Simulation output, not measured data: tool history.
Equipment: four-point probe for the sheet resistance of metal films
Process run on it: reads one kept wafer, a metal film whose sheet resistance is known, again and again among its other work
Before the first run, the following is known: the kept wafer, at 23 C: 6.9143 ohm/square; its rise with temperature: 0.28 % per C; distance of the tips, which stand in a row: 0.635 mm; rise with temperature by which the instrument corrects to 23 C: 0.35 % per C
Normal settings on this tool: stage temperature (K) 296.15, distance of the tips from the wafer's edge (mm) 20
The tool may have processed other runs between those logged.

run     day  stage temperature (K)  distance of the tips from the wafer's edge (mm)  sheet resistance as the instrument gives it (ohm/square)
  1       0                 296.15                                               20                                                  6.926649
  2   0.742                 296.15                                               20                                                   6.92928
  3   1.917                 296.15                                               20                                                  6.928617
  4     2.6                 296.15                                               20                                                  6.927745
  5   3.879                 295.15                                               20                                                  6.935973
  6   4.742                 296.15                                               20                                                  6.931859
  7   5.725                 296.15                                               20                                                  6.930464
  8   6.558                 292.15                                               20                                                  6.953157
  9   7.954                 292.15                                               20                                                  6.952152
 10    8.75                 292.15                                               20                                                  6.954702
 11   9.779                 296.15                                               13                                                  6.938234
 12  11.021                 296.15                                               13                                                  6.940319

What will run 13 give?
     11.146  -- stage's thermometer calibrated
 13  12.058                 298.15                                               29                                                         ?

sheet resistance as the instrument gives it (ohm/square): 6.922416
Without the tool's hidden state the same run would have given sheet resistance as the instrument gives it (ohm/square) 6.904944.
